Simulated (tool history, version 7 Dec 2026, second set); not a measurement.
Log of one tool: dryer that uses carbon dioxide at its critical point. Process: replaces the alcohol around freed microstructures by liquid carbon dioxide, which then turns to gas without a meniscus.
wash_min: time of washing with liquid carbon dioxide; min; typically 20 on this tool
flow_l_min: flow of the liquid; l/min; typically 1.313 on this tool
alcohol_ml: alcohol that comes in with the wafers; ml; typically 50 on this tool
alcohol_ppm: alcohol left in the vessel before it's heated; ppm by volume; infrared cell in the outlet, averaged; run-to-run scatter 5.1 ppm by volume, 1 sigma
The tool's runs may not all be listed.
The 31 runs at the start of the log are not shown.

| run | hour | wash_min | flow_l_min | alcohol_ml | hours of work since the filter was changed | hours of work since the purifier's bed was changed | alcohol_ppm |
|---|---|---|---|---|---|---|---|
| 32 | 970.5 | 24 | 0.910 | 86 | 185 | 332 | 346 |
| 33 | 1000.6 | 14 | 0.840 | 85 | 195 | 342 | 2219 |
| 34 | 1018.4 | 14 | 0.840 | 85 | 201 | 347 | 2214 |
| 35 | 1061.8 | 20 | 1.340 | 50 | 214 | 361 | 109 |
| 36 | 1093.1 | 20 | 1.090 | 104 | 224 | 371 | 420 |
| 37 | 1120.1 | 17 | 1.313 | 50 | 233 | 379 | 205 |
| 38 | 1137.9 | 17 | 1.313 | 50 | 238 | 385 | 197 |
| 39 | 1168.9 | 16 | 0.990 | 50 | 248 | 395 | 625 |
| 40 | 1211.7 | 14 | 1.313 | 108 | 262 | 408 | 823 |
| 41 | 1240.3 | 14 | 1.313 | 59 | 271 | 417 | 466 |
| 42 | 1263.9 | 19 | 1.760 | 59 | 278 | 425 | 77 |
| 43 | 1307.7 | 22 | 1.570 | 32 | 292 | 439 | 64 |
| 44 | 1326.4 | 22 | 1.570 | 32 | 298 | 445 | 65 |
| 45 | 1354.0 | 19 | 1.570 | 22 | 307 | 453 | 69 |
| 46 | 1375.2 | 19 | 1.290 | 79 | 313 | 460 | 225 |

Consider 3 possible next runs. They are alternatives, not a sequence: every one starts from the tool as it was left by run 46. What does each give?
| A | 1415.4 | 19 | 1.710 | 50 | 326 | 473 | ? |
| B | 1415.4 | 23 | 1.290 | 79 | 326 | 473 | ? |
| C | 1415.4 | 24 | 1.290 | 79 | 326 | 473 | ? |

| run | alcohol_ppm |
|---|---|
| A | 77 |
| B | 117 |
| C | 107 |
Without the tool's unlogged condition, the same runs would have read:
| run | alcohol_ppm |
|---|---|
| A | 21 |
| B | 51 |
| C | 42 |

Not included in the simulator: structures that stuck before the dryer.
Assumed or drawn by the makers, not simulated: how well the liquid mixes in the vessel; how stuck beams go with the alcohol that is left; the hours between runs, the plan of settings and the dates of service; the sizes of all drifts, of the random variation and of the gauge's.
